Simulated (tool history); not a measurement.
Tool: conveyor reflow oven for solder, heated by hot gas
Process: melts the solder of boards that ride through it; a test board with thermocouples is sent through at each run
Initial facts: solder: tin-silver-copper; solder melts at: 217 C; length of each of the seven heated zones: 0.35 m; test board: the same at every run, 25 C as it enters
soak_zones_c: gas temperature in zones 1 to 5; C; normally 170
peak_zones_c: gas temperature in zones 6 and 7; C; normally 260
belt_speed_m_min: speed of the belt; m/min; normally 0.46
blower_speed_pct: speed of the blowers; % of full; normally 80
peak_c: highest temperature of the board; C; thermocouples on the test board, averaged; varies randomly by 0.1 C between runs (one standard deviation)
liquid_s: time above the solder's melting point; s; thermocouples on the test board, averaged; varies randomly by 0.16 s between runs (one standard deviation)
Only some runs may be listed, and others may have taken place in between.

{"run": 1, "hour": 0.0, "soak_zones_c": 170, "peak_zones_c": 260, "belt_speed_m_min": 0.46, "blower_speed_pct": 80, "peak_c": 248.8, "liquid_s": 65.9}
{"run": 2, "hour": 30.1, "soak_zones_c": 170, "peak_zones_c": 260, "belt_speed_m_min": 0.46, "blower_speed_pct": 80, "peak_c": 248.7, "liquid_s": 65.4}
{"run": 3, "hour": 48.5, "soak_zones_c": 170, "peak_zones_c": 260, "belt_speed_m_min": 0.46, "blower_speed_pct": 80, "peak_c": 248.7, "liquid_s": 65.7}
{"run": 4, "hour": 65.9, "soak_zones_c": 170, "peak_zones_c": 260, "belt_speed_m_min": 0.46, "blower_speed_pct": 80, "peak_c": 248.6, "liquid_s": 65.6}
{"run": 5, "hour": 94.7, "soak_zones_c": 170, "peak_zones_c": 260, "belt_speed_m_min": 0.46, "blower_speed_pct": 80, "peak_c": 248.7, "liquid_s": 65.5}
{"run": 6, "hour": 124.8, "soak_zones_c": 170, "peak_zones_c": 260, "belt_speed_m_min": 0.46, "blower_speed_pct": 80, "peak_c": 248.8, "liquid_s": 65.6}
{"run": 7, "hour": 146.4, "soak_zones_c": 170, "peak_zones_c": 260, "belt_speed_m_min": 0.46, "blower_speed_pct": 80, "peak_c": 248.8, "liquid_s": 65.1}
{"hour": 154.1, "done": "flux residue cleaned out of gas plates and filters"}
{"run": 8, "hour": 182.4, "soak_zones_c": 170, "peak_zones_c": 260, "belt_speed_m_min": 0.46, "blower_speed_pct": 80, "peak_c": 248.7, "liquid_s": 65.4}
{"run": 9, "hour": 210.1, "soak_zones_c": 170, "peak_zones_c": 260, "belt_speed_m_min": 0.46, "blower_speed_pct": 80, "peak_c": 248.7, "liquid_s": 65.4}
{"run": 10, "hour": 234.0, "soak_zones_c": 170, "peak_zones_c": 260, "belt_speed_m_min": 0.46, "blower_speed_pct": 80, "peak_c": 248.6, "liquid_s": 65.4}
{"run": 11, "hour": 267.4, "soak_zones_c": 170, "peak_zones_c": 260, "belt_speed_m_min": 0.46, "blower_speed_pct": 80, "peak_c": 248.7, "liquid_s": 65.6}
{"run": 12, "hour": 283.3, "soak_zones_c": 170, "peak_zones_c": 260, "belt_speed_m_min": 0.46, "blower_speed_pct": 80, "peak_c": 248.9, "liquid_s": 65.3}
{"run": 13, "hour": 317.0, "soak_zones_c": 170, "peak_zones_c": 260, "belt_speed_m_min": 0.511, "blower_speed_pct": 80, "peak_c": 245.8, "liquid_s": 55.4}
{"run": 14, "hour": 337.8, "soak_zones_c": 169, "peak_zones_c": 249, "belt_speed_m_min": 0.511, "blower_speed_pct": 80, "peak_c": 236.1, "liquid_s": 44.9}
{"run": 15, "hour": 354.3, "soak_zones_c": 155, "peak_zones_c": 260, "belt_speed_m_min": 0.46, "blower_speed_pct": 81, "peak_c": 247.1, "liquid_s": 58.5}
{"run": 16, "hour": 375.5, "soak_zones_c": 165, "peak_zones_c": 272, "belt_speed_m_min": 0.477, "blower_speed_pct": 53, "peak_c": 248.9, "liquid_s": 57.9}
{"run": 17, "hour": 405.8, "soak_zones_c": 165, "peak_zones_c": 272, "belt_speed_m_min": 0.477, "blower_speed_pct": 58, "peak_c": 251, "liquid_s": 60.5}
{"hour": 424.3, "done": "flux residue cleaned out of gas plates and filters"}
{"run": 18, "hour": 439.7, "soak_zones_c": 165, "peak_zones_c": 272, "belt_speed_m_min": 0.477, "blower_speed_pct": 58, "peak_c": 251, "liquid_s": 60.3}
{"run": 19, "hour": 463.8, "soak_zones_c": 179, "peak_zones_c": 272, "belt_speed_m_min": 0.477, "blower_speed_pct": 58, "peak_c": 253.7, "liquid_s": 68}
{"run": 20, "hour": 488.1, "soak_zones_c": 162, "peak_zones_c": 262, "belt_speed_m_min": 0.46, "blower_speed_pct": 69, "peak_c": 246.8, "liquid_s": 59.1}
{"run": 21, "hour": 506.1, "soak_zones_c": 170, "peak_zones_c": 248, "belt_speed_m_min": 0.4, "blower_speed_pct": 72, "peak_c": 239.5, "liquid_s": 66}
{"run": 22, "hour": 522.0, "soak_zones_c": 184, "peak_zones_c": 249, "belt_speed_m_min": 0.46, "blower_speed_pct": 80, "peak_c": 240.6, "liquid_s": 64.5}
{"run": 23, "hour": 544.4, "soak_zones_c": 184, "peak_zones_c": 249, "belt_speed_m_min": 0.46, "blower_speed_pct": 80, "peak_c": 240.6, "liquid_s": 64.5}
{"run": 24, "hour": 574.0, "soak_zones_c": 184, "peak_zones_c": 249, "belt_speed_m_min": 0.46, "blower_speed_pct": 80, "peak_c": 240.7, "liquid_s": 64.5}

Branching from run 24: 3 alternative next runs. What would each branch give?
{"run": "A", "hour": 606.0, "soak_zones_c": 170, "peak_zones_c": 256, "belt_speed_m_min": 0.46, "blower_speed_pct": 80, "peak_c": "?", "liquid_s": "?"}
{"run": "B", "hour": 606.0, "soak_zones_c": 159, "peak_zones_c": 249, "belt_speed_m_min": 0.43, "blower_speed_pct": 74, "peak_c": "?", "liquid_s": "?"}
{"run": "C", "hour": 606.0, "soak_zones_c": 158, "peak_zones_c": 260, "belt_speed_m_min": 0.46, "blower_speed_pct": 80, "peak_c": "?", "liquid_s": "?"}

run=A peak_c=244.8 liquid_s=62.3
run=B peak_c=237.7 liquid_s=53.3
run=C peak_c=247 liquid_s=59.4
Without the tool's hidden state the same runs would have given:
run=A peak_c=244.8 liquid_s=62.3
run=B peak_c=237.7 liquid_s=53.2
run=C peak_c=247 liquid_s=59.4

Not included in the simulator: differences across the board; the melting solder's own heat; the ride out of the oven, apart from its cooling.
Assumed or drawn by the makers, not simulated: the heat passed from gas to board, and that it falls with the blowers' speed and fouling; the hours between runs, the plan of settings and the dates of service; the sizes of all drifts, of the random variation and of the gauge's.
